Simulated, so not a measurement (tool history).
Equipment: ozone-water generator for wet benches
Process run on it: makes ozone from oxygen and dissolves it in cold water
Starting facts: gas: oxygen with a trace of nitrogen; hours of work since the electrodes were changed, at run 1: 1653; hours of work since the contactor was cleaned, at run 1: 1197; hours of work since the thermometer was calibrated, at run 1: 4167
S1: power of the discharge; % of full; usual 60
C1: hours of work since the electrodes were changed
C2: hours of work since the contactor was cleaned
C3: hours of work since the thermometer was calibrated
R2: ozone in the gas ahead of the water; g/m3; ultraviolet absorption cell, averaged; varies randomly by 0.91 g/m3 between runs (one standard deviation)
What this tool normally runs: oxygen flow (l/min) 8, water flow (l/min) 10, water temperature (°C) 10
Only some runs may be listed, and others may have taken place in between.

Run 1, hour 0: usual settings; C1 1653; C2 1197; C3 4167. Result: dissolved ozone (ppm) 26.3, R2 143.6 g/m3.
Run 2, hour 74: usual settings; C1 1714; C2 1258; C3 4228. Result: dissolved ozone (ppm) 26.5, R2 143.7 g/m3.
Run 3, hour 135.3: usual settings; C1 1764; C2 1308; C3 4278. Result: dissolved ozone (ppm) 26.3, R2 142.2 g/m3.
Run 4, hour 221.4: usual settings; C1 1835; C2 1378; C3 4349. Result: dissolved ozone (ppm) 26.6, R2 141.7 g/m3.
Run 5, hour 272.1: usual settings; C1 1876; C2 1420; C3 4390. Result: dissolved ozone (ppm) 26, R2 143.3 g/m3.
Run 6, hour 356.9: usual settings; C1 1945; C2 1489; C3 4460. Result: dissolved ozone (ppm) 26.2, R2 141.6 g/m3.
Run 7, hour 419.7: usual settings but oxygen flow (l/min) 10.14; C1 1997; C2 1541; C3 4511. Result: dissolved ozone (ppm) 25.1, R2 126.8 g/m3.
Run 8, hour 456.9: usual settings but oxygen flow (l/min) 10.14; C1 2027; C2 1571; C3 4542. Result: dissolved ozone (ppm) 25.6, R2 126.9 g/m3.
Run 9, hour 536: usual settings but oxygen flow (l/min) 10.14; C1 2092; C2 1636; C3 4606. Result: dissolved ozone (ppm) 24.9, R2 127.6 g/m3.
Run 10, hour 603.2: usual settings; C1 2147; C2 1691; C3 4661. Result: dissolved ozone (ppm) 25.8, R2 143 g/m3.
Run 11, hour 657.5: usual settings; C1 2192; C2 1735; C3 4706. Result: dissolved ozone (ppm) 25.8, R2 142.7 g/m3.
Run 12, hour 731.2: usual settings but oxygen flow (l/min) 6.09; C1 2252; C2 1796; C3 4766. Result: dissolved ozone (ppm) 26.7, R2 160.2 g/m3.
Run 13, hour 784.1: usual settings but S1 100 % of full, oxygen flow (l/min) 8.99, water flow (l/min) 12, water temperature (°C) 8; C1 2295; C2 1839; C3 4810. Result: dissolved ozone (ppm) 30.4, R2 176.2 g/m3.
Run 14, hour 849.6: usual settings but S1 96 % of full, oxygen flow (l/min) 8.99, water flow (l/min) 12, water temperature (°C) 5; C1 2349; C2 1893; C3 4863. Result: dissolved ozone (ppm) 31.8, R2 172 g/m3.
Run 15, hour 930.9: usual settings but S1 64 % of full, oxygen flow (l/min) 8.99, water flow (l/min) 12, water temperature (°C) 5; C1 2416; C2 1959; C3 4930. Result: dissolved ozone (ppm) 25.5, R2 137.7 g/m3.
Run 16, hour 1014.8: usual settings but S1 64 % of full, oxygen flow (l/min) 8.99, water flow (l/min) 12, water temperature (°C) 5; C1 2484; C2 2028; C3 4998. Result: dissolved ozone (ppm) 25.4, R2 139.1 g/m3.
Run 17, hour 1057.2: usual settings but S1 64 % of full, oxygen flow (l/min) 8.99, water flow (l/min) 12, water temperature (°C) 5; C1 2519; C2 2063; C3 5033. Result: dissolved ozone (ppm) 25.3, R2 137.6 g/m3.
Run 18, hour 1114.7: usual settings but S1 67 % of full, oxygen flow (l/min) 11.09, water flow (l/min) 9, water temperature (°C) 6; C1 2566; C2 2110; C3 5080. Result: dissolved ozone (ppm) 30.5, R2 126.8 g/m3.
Run 19, hour 1187: usual settings but S1 67 % of full, oxygen flow (l/min) 4.86, water flow (l/min) 9, water temperature (°C) 6; C1 2625; C2 2169; C3 5139. Result: dissolved ozone (ppm) 32.5, R2 187.3 g/m3.
Run 20, hour 1235: usual settings but S1 67 % of full, oxygen flow (l/min) 4.02, water flow (l/min) 9, water temperature (°C) 6; C1 2664; C2 2208; C3 5179. Result: dissolved ozone (ppm) 31.9, R2 201.9 g/m3.

What if the next run were any one of these 3? Each begins from the tool's condition after run 20:
Run A, hour 1285.6: usual settings but S1 67 % of full, oxygen flow (l/min) 4.02, water flow (l/min) 9, water temperature (°C) 8; C1 2706; C2 2250; C3 5220. Result: dissolved ozone (ppm) ?, R2 ?.
Run B, hour 1285.6: usual settings but S1 88 % of full, oxygen flow (l/min) 11.85, water temperature (°C) 5; C1 2706; C2 2250; C3 5220. Result: dissolved ozone (ppm) ?, R2 ?.
Run C, hour 1285.6: usual settings but S1 67 % of full, oxygen flow (l/min) 11.22, water flow (l/min) 11, water temperature (°C) 6; C1 2706; C2 2250; C3 5220. Result: dissolved ozone (ppm) ?, R2 ?.

run  dissolved ozone (ppm)     R2
  A                   31.8  203.8
  B                   33.1  143.4
  C                   26.3  126.6
Take away the tool's hidden state, keep each run's random variation, and the runs would have read:
run  dissolved ozone (ppm)     R2
  A                   35.8    222
  B                     38  158.4
  C                   29.9    138
